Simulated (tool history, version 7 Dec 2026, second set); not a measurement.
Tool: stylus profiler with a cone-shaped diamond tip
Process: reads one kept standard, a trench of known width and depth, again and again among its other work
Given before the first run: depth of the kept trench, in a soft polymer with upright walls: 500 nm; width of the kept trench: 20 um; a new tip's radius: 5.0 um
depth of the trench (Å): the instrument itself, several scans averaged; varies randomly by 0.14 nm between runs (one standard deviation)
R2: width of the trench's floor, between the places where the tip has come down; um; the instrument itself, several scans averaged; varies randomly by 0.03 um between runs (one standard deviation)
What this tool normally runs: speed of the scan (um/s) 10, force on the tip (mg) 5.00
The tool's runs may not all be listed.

{"run": 1, "hour": 0.0, "speed of the scan (um/s)": 10, "force on the tip (mg)": 5.0, "depth of the trench (Å)": 5167.4, "R2": 12.48}
{"run": 2, "hour": 22.5, "speed of the scan (um/s)": 5, "force on the tip (mg)": 5.0, "depth of the trench (Å)": 5166.1, "R2": 12.39}
{"run": 3, "hour": 35.9, "speed of the scan (um/s)": 5, "force on the tip (mg)": 5.0, "depth of the trench (Å)": 5170.6, "R2": 12.44}
{"hour": 45.7, "done": "new tip fitted, height scale calibrated"}
{"run": 4, "hour": 62.3, "speed of the scan (um/s)": 5, "force on the tip (mg)": 1.9, "depth of the trench (Å)": 5074.4, "R2": 15.67}
{"run": 5, "hour": 79.5, "speed of the scan (um/s)": 10, "force on the tip (mg)": 2.6, "depth of the trench (Å)": 5093.4, "R2": 15.59}
{"run": 6, "hour": 96.7, "speed of the scan (um/s)": 10, "force on the tip (mg)": 3.38, "depth of the trench (Å)": 5106.8, "R2": 15.56}
{"run": 7, "hour": 116.4, "speed of the scan (um/s)": 2, "force on the tip (mg)": 5.0, "depth of the trench (Å)": 5138.8, "R2": 15.6}
{"run": 8, "hour": 133.7, "speed of the scan (um/s)": 2, "force on the tip (mg)": 5.0, "depth of the trench (Å)": 5140.2, "R2": 15.57}
{"run": 9, "hour": 152.1, "speed of the scan (um/s)": 2, "force on the tip (mg)": 5.0, "depth of the trench (Å)": 5139.6, "R2": 15.5}
{"run": 10, "hour": 166.3, "speed of the scan (um/s)": 2, "force on the tip (mg)": 7.07, "depth of the trench (Å)": 5178.4, "R2": 15.54}
{"run": 11, "hour": 188.7, "speed of the scan (um/s)": 2, "force on the tip (mg)": 7.07, "depth of the trench (Å)": 5177.4, "R2": 15.45}
{"run": 12, "hour": 202.1, "speed of the scan (um/s)": 2, "force on the tip (mg)": 7.07, "depth of the trench (Å)": 5178.1, "R2": 15.48}
{"run": 13, "hour": 220.2, "speed of the scan (um/s)": 10, "force on the tip (mg)": 5.0, "depth of the trench (Å)": 5140.2, "R2": 15.43}
{"run": 14, "hour": 240.5, "speed of the scan (um/s)": 10, "force on the tip (mg)": 7.56, "depth of the trench (Å)": 5183.4, "R2": 15.4}
{"run": 15, "hour": 262.4, "speed of the scan (um/s)": 10, "force on the tip (mg)": 7.56, "depth of the trench (Å)": 5187.3, "R2": 15.37}
{"run": 16, "hour": 287.1, "speed of the scan (um/s)": 10, "force on the tip (mg)": 14.97, "depth of the trench (Å)": 5295.0, "R2": 15.37}
{"run": 17, "hour": 308.9, "speed of the scan (um/s)": 6, "force on the tip (mg)": 14.97, "depth of the trench (Å)": 5295.8, "R2": 15.31}
{"run": 18, "hour": 323.7, "speed of the scan (um/s)": 10, "force on the tip (mg)": 5.0, "depth of the trench (Å)": 5139.4, "R2": 15.29}
{"run": 19, "hour": 348.4, "speed of the scan (um/s)": 10, "force on the tip (mg)": 5.0, "depth of the trench (Å)": 5142.7, "R2": 15.25}
{"run": 20, "hour": 363.1, "speed of the scan (um/s)": 17, "force on the tip (mg)": 5.0, "depth of the trench (Å)": 5141.5, "R2": 15.22}
{"run": 21, "hour": 384.9, "speed of the scan (um/s)": 17, "force on the tip (mg)": 5.0, "depth of the trench (Å)": 5144.4, "R2": 15.27}
{"run": 22, "hour": 404.9, "speed of the scan (um/s)": 17, "force on the tip (mg)": 5.0, "depth of the trench (Å)": 5143.6, "R2": 15.12}
{"run": 23, "hour": 424.9, "speed of the scan (um/s)": 7, "force on the tip (mg)": 5.09, "depth of the trench (Å)": 5142.5, "R2": 15.16}
{"run": 24, "hour": 444.6, "speed of the scan (um/s)": 7, "force on the tip (mg)": 2.76, "depth of the trench (Å)": 5096.2, "R2": 15.17}
{"run": 25, "hour": 469.6, "speed of the scan (um/s)": 16, "force on the tip (mg)": 2.55, "depth of the trench (Å)": 5093.3, "R2": 15.1}
{"run": 26, "hour": 487.0, "speed of the scan (um/s)": 3, "force on the tip (mg)": 2.55, "depth of the trench (Å)": 5093.1, "R2": 15.15}
{"run": 27, "hour": 507.9, "speed of the scan (um/s)": 4, "force on the tip (mg)": 1.77, "depth of the trench (Å)": 5073.7, "R2": 15.16}
{"run": 28, "hour": 529.9, "speed of the scan (um/s)": 10, "force on the tip (mg)": 1.77, "depth of the trench (Å)": 5072.4, "R2": 15.07}
{"run": 29, "hour": 551.1, "speed of the scan (um/s)": 6, "force on the tip (mg)": 4.68, "depth of the trench (Å)": 5136.6, "R2": 15.12}
{"run": 30, "hour": 564.8, "speed of the scan (um/s)": 6, "force on the tip (mg)": 4.68, "depth of the trench (Å)": 5138.1, "R2": 15.09}
{"run": 31, "hour": 578.1, "speed of the scan (um/s)": 5, "force on the tip (mg)": 10.29, "depth of the trench (Å)": 5229.4, "R2": 15.09}
{"run": 32, "hour": 592.0, "speed of the scan (um/s)": 40, "force on the tip (mg)": 5.21, "depth of the trench (Å)": 5148.6, "R2": 14.94}
{"run": 33, "hour": 607.9, "speed of the scan (um/s)": 23, "force on the tip (mg)": 3.6, "depth of the trench (Å)": 5114.0, "R2": 14.97}
{"run": 34, "hour": 629.4, "speed of the scan (um/s)": 7, "force on the tip (mg)": 5.42, "depth of the trench (Å)": 5150.6, "R2": 15.0}
{"run": 35, "hour": 644.3, "speed of the scan (um/s)": 7, "force on the tip (mg)": 5.42, "depth of the trench (Å)": 5150.5, "R2": 14.95}
{"run": 36, "hour": 654.5, "speed of the scan (um/s)": 3, "force on the tip (mg)": 2.96, "depth of the trench (Å)": 5104.9, "R2": 14.97}
{"run": 37, "hour": 674.1, "speed of the scan (um/s)": 32, "force on the tip (mg)": 8.58, "depth of the trench (Å)": 5204.8, "R2": 14.94}
{"run": 38, "hour": 691.7, "speed of the scan (um/s)": 4, "force on the tip (mg)": 4.14, "depth of the trench (Å)": 5128.5, "R2": 14.93}
{"run": 39, "hour": 712.4, "speed of the scan (um/s)": 4, "force on the tip (mg)": 4.14, "depth of the trench (Å)": 5129.7, "R2": 14.97}
{"run": 40, "hour": 735.8, "speed of the scan (um/s)": 3, "force on the tip (mg)": 9.6, "depth of the trench (Å)": 5222.5, "R2": 14.88}
{"run": 41, "hour": 750.3, "speed of the scan (um/s)": 3, "force on the tip (mg)": 9.6, "depth of the trench (Å)": 5219.5, "R2": 14.87}
{"run": 42, "hour": 771.0, "speed of the scan (um/s)": 3, "force on the tip (mg)": 5.17, "depth of the trench (Å)": 5151.6, "R2": 14.9}
{"run": 43, "hour": 793.0, "speed of the scan (um/s)": 3, "force on the tip (mg)": 5.17, "depth of the trench (Å)": 5149.2, "R2": 14.9}

The same runs without the tool's hidden state, with the same run-to-run variation:
The tool's hidden condition here consists of: radius of the tip, um; height scale over the true one, %; drift of the gauge itself on depth_nm, %; drift of the gauge itself on floor_um, %.
run=1 depth_of_the_trench_(Å)=5141.0 R2=15.66
run=2 depth_of_the_trench_(Å)=5139.5 R2=15.58
run=3 depth_of_the_trench_(Å)=5143.9 R2=15.65
run=4 depth_of_the_trench_(Å)=5074.2 R2=15.67
run=5 depth_of_the_trench_(Å)=5093.0 R2=15.62
run=6 depth_of_the_trench_(Å)=5106.3 R2=15.61
run=7 depth_of_the_trench_(Å)=5138.2 R2=15.67
run=8 depth_of_the_trench_(Å)=5139.4 R2=15.66
run=9 depth_of_the_trench_(Å)=5138.7 R2=15.61
run=10 depth_of_the_trench_(Å)=5177.5 R2=15.67
run=11 depth_of_the_trench_(Å)=5176.3 R2=15.60
run=12 depth_of_the_trench_(Å)=5176.9 R2=15.65
run=13 depth_of_the_trench_(Å)=5138.9 R2=15.62
run=14 depth_of_the_trench_(Å)=5181.9 R2=15.61
run=15 depth_of_the_trench_(Å)=5185.6 R2=15.61
run=16 depth_of_the_trench_(Å)=5293.1 R2=15.64
run=17 depth_of_the_trench_(Å)=5293.8 R2=15.60
run=18 depth_of_the_trench_(Å)=5137.4 R2=15.60
run=19 depth_of_the_trench_(Å)=5140.5 R2=15.59
run=20 depth_of_the_trench_(Å)=5139.2 R2=15.57
run=21 depth_of_the_trench_(Å)=5141.9 R2=15.65
run=22 depth_of_the_trench_(Å)=5141.0 R2=15.52
run=23 depth_of_the_trench_(Å)=5139.8 R2=15.58
run=24 depth_of_the_trench_(Å)=5093.4 R2=15.61
run=25 depth_of_the_trench_(Å)=5090.4 R2=15.57
run=26 depth_of_the_trench_(Å)=5090.0 R2=15.64
run=27 depth_of_the_trench_(Å)=5070.4 R2=15.67
run=28 depth_of_the_trench_(Å)=5069.0 R2=15.61
run=29 depth_of_the_trench_(Å)=5133.0 R2=15.67
run=30 depth_of_the_trench_(Å)=5134.4 R2=15.66
run=31 depth_of_the_trench_(Å)=5225.6 R2=15.67
run=32 depth_of_the_trench_(Å)=5144.8 R2=15.54
run=33 depth_of_the_trench_(Å)=5110.1 R2=15.59
run=34 depth_of_the_trench_(Å)=5146.5 R2=15.64
run=35 depth_of_the_trench_(Å)=5146.3 R2=15.60
run=36 depth_of_the_trench_(Å)=5100.7 R2=15.63
run=37 depth_of_the_trench_(Å)=5200.4 R2=15.62
run=38 depth_of_the_trench_(Å)=5124.0 R2=15.63
run=39 depth_of_the_trench_(Å)=5125.1 R2=15.70
run=40 depth_of_the_trench_(Å)=5217.6 R2=15.63
run=41 depth_of_the_trench_(Å)=5214.5 R2=15.63
run=42 depth_of_the_trench_(Å)=5146.6 R2=15.68
run=43 depth_of_the_trench_(Å)=5144.0 R2=15.70
